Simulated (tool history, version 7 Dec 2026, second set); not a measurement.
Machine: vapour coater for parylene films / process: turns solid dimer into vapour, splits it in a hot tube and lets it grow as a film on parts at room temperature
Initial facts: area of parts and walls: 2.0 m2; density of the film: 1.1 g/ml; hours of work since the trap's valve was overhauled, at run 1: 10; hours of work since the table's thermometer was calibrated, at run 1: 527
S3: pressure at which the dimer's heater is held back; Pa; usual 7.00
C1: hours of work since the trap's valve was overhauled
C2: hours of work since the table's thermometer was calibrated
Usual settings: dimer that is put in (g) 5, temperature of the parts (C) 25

{"run": 1, "hour": 0.0, "dimer that is put in (g)": 5, "temperature of the parts (C)": 25, "S3": 7.0, "C1": 10, "C2": 527, "thickness of the film (um)": 1.66}
{"run": 2, "hour": 26.2, "dimer that is put in (g)": 5, "temperature of the parts (C)": 25, "S3": 7.0, "C1": 27, "C2": 545, "thickness of the film (um)": 1.62}
{"run": 3, "hour": 49.2, "dimer that is put in (g)": 5, "temperature of the parts (C)": 33, "S3": 7.0, "C1": 43, "C2": 561, "thickness of the film (um)": 1.1}
{"run": 4, "hour": 86.5, "dimer that is put in (g)": 5, "temperature of the parts (C)": 25, "S3": 5.43, "C1": 68, "C2": 586, "thickness of the film (um)": 1.6}
{"run": 5, "hour": 116.7, "dimer that is put in (g)": 5, "temperature of the parts (C)": 32, "S3": 5.43, "C1": 89, "C2": 606, "thickness of the film (um)": 1.08}
{"run": 6, "hour": 155.7, "dimer that is put in (g)": 5, "temperature of the parts (C)": 32, "S3": 5.43, "C1": 115, "C2": 633, "thickness of the film (um)": 1.1}
{"run": 7, "hour": 196.2, "dimer that is put in (g)": 5, "temperature of the parts (C)": 32, "S3": 5.43, "C1": 142, "C2": 660, "thickness of the film (um)": 1.12}
{"run": 8, "hour": 219.5, "dimer that is put in (g)": 5, "temperature of the parts (C)": 32, "S3": 7.0, "C1": 158, "C2": 676, "thickness of the film (um)": 1.05}
{"run": 9, "hour": 268.7, "dimer that is put in (g)": 5, "temperature of the parts (C)": 28, "S3": 2.53, "C1": 191, "C2": 709, "thickness of the film (um)": 1.4}
{"run": 10, "hour": 290.6, "dimer that is put in (g)": 5, "temperature of the parts (C)": 19, "S3": 7.0, "C1": 206, "C2": 724, "thickness of the film (um)": 1.93}
{"run": 11, "hour": 331.5, "dimer that is put in (g)": 5, "temperature of the parts (C)": 19, "S3": 7.0, "C1": 234, "C2": 751, "thickness of the film (um)": 1.91}
{"hour": 354.6, "done": "trap's valve overhauled"}
{"run": 12, "hour": 370.6, "dimer that is put in (g)": 3, "temperature of the parts (C)": 37, "S3": 7.0, "C1": 11, "C2": 775, "thickness of the film (um)": 0.49}
{"run": 13, "hour": 420.1, "dimer that is put in (g)": 2, "temperature of the parts (C)": 23, "S3": 3.47, "C1": 44, "C2": 809, "thickness of the film (um)": 0.74}
{"run": 14, "hour": 468.8, "dimer that is put in (g)": 4, "temperature of the parts (C)": 23, "S3": 3.47, "C1": 77, "C2": 842, "thickness of the film (um)": 1.46}
{"run": 15, "hour": 511.6, "dimer that is put in (g)": 8, "temperature of the parts (C)": 35, "S3": 4.42, "C1": 106, "C2": 870, "thickness of the film (um)": 1.6}

Some steps in thickness of the film (um), run to run, broken into two amounts with sign: the step expected even without the hidden condition (settings, incoming material, random variation), and the rest, left for the hidden condition together with whatever gauge scatter is not in both the measured and the hidden-condition-free result:
The tool's hidden condition here consists of: vapour lost through the trap's worn valve, %; true temperature of the parts over the reading, C; drift of the gauge itself on film_um, %.
Run 11 -> 12: dimer that is put in (g) 5 -> 3, temperature of the parts (C) 19 -> 37, trap's valve overhauled. thickness of the film (um) -1.42: hidden state +0.27, all else -1.69.

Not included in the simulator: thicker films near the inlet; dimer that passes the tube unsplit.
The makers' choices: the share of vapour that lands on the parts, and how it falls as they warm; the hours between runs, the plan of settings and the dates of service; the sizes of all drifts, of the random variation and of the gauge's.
